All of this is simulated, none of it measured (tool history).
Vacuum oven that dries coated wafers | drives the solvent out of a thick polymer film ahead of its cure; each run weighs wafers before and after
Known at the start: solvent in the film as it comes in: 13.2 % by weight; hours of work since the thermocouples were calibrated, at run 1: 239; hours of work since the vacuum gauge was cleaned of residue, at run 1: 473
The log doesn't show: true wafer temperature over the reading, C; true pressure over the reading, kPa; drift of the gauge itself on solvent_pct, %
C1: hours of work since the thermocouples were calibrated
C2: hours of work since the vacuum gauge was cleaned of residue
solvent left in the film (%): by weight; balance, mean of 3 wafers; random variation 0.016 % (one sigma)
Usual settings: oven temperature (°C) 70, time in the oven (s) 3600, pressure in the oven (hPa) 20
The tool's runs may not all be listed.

{"run": 1, "hour": 0.0, "oven temperature (°C)": 70, "time in the oven (s)": 3600, "pressure in the oven (hPa)": 20, "C1": 239, "C2": 473, "solvent left in the film (%)": 2.72}
{"run": 2, "hour": 30.5, "oven temperature (°C)": 70, "time in the oven (s)": 3600, "pressure in the oven (hPa)": 20, "C1": 258, "C2": 493, "solvent left in the film (%)": 2.74}
{"run": 3, "hour": 51.3, "oven temperature (°C)": 65, "time in the oven (s)": 3600, "pressure in the oven (hPa)": 20, "C1": 271, "C2": 506, "solvent left in the film (%)": 3.69}
{"run": 4, "hour": 85.1, "oven temperature (°C)": 65, "time in the oven (s)": 3600, "pressure in the oven (hPa)": 20, "C1": 293, "C2": 527, "solvent left in the film (%)": 3.71}
{"run": 5, "hour": 115.9, "oven temperature (°C)": 65, "time in the oven (s)": 3600, "pressure in the oven (hPa)": 20, "C1": 313, "C2": 547, "solvent left in the film (%)": 3.7}
{"run": 6, "hour": 136.5, "oven temperature (°C)": 70, "time in the oven (s)": 3600, "pressure in the oven (hPa)": 20, "C1": 326, "C2": 560, "solvent left in the film (%)": 2.75}
{"run": 7, "hour": 165.1, "oven temperature (°C)": 70, "time in the oven (s)": 3600, "pressure in the oven (hPa)": 20, "C1": 344, "C2": 578, "solvent left in the film (%)": 2.73}
{"run": 8, "hour": 200.1, "oven temperature (°C)": 70, "time in the oven (s)": 3600, "pressure in the oven (hPa)": 20, "C1": 366, "C2": 601, "solvent left in the film (%)": 2.75}
{"run": 9, "hour": 225.2, "oven temperature (°C)": 70, "time in the oven (s)": 3600, "pressure in the oven (hPa)": 20, "C1": 382, "C2": 617, "solvent left in the film (%)": 2.74}
{"run": 10, "hour": 246.7, "oven temperature (°C)": 70, "time in the oven (s)": 2460, "pressure in the oven (hPa)": 20, "C1": 396, "C2": 631, "solvent left in the film (%)": 3.76}
{"run": 11, "hour": 270.5, "oven temperature (°C)": 70, "time in the oven (s)": 2460, "pressure in the oven (hPa)": 20, "C1": 411, "C2": 646, "solvent left in the film (%)": 3.73}
{"run": 12, "hour": 296.7, "oven temperature (°C)": 70, "time in the oven (s)": 2460, "pressure in the oven (hPa)": 20, "C1": 428, "C2": 662, "solvent left in the film (%)": 3.76}
{"run": 13, "hour": 316.7, "oven temperature (°C)": 70, "time in the oven (s)": 2460, "pressure in the oven (hPa)": 20, "C1": 441, "C2": 675, "solvent left in the film (%)": 3.74}
{"run": 14, "hour": 342.2, "oven temperature (°C)": 62, "time in the oven (s)": 3600, "pressure in the oven (hPa)": 20, "C1": 457, "C2": 691, "solvent left in the film (%)": 4.29}
{"run": 15, "hour": 372.1, "oven temperature (°C)": 62, "time in the oven (s)": 3600, "pressure in the oven (hPa)": 20, "C1": 476, "C2": 711, "solvent left in the film (%)": 4.32}
{"run": 16, "hour": 395.8, "oven temperature (°C)": 62, "time in the oven (s)": 3600, "pressure in the oven (hPa)": 20, "C1": 491, "C2": 726, "solvent left in the film (%)": 4.31}
{"run": 17, "hour": 410.9, "oven temperature (°C)": 62, "time in the oven (s)": 3600, "pressure in the oven (hPa)": 20, "C1": 501, "C2": 735, "solvent left in the film (%)": 4.28}

Run 18 comes next. What will it give?
{"run": 18, "hour": 426.2, "oven temperature (°C)": 62, "time in the oven (s)": 3600, "pressure in the oven (hPa)": 20, "C1": 511, "C2": 745, "solvent left in the film (%)": "?"}

Run 18 gave solvent left in the film (%) 4.31.
Without the tool's hidden state the same run would have given solvent left in the film (%) 4.28.

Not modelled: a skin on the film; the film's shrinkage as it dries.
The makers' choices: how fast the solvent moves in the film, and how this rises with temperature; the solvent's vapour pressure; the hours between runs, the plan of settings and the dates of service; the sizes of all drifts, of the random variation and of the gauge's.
